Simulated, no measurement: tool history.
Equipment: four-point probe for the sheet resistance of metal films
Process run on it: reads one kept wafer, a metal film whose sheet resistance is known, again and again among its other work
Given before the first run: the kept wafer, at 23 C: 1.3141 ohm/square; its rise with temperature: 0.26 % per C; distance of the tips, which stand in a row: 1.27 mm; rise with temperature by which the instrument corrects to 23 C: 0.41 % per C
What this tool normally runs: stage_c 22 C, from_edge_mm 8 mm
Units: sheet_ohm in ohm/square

run     day  stage_c  from_edge_mm  sheet_ohm
  1   0.000       22             8   1.333352
  2   0.933       22             8   1.333140
  3   2.171       22             8   1.333424
  4   3.029       22             8   1.333689
  5   3.817       22             8   1.334162
  6   4.404       22             8   1.333475
  7   5.121       22             8   1.333483
  8   5.946       22             8   1.333295
  9   7.146       22            18   1.319910
 10   7.738       22             8   1.333888
 11   8.571       22             8   1.333933
 12   9.404       22             8   1.333464
 13  10.088       22             8   1.333837
 14  11.000       20             8   1.337886
 15  12.100       30            74   1.301243
 16  12.658       30            74   1.300918
 17  13.171       24            17   1.315648
 18  14.221       18            56   1.324452
 19  15.329       34            25   1.295739
 20  16.542       34            25   1.294922
 21  17.204       34            25   1.295335
 22  17.825       30             9   1.314359

What will run 23 give?
 23  18.883       34             7          ?

{"run 23": {"sheet_ohm": 1.316372}}
Were there no unlogged condition in the tool, this run, its random variation unchanged, would have produced sheet_ohm 1.316358 ohm/square.
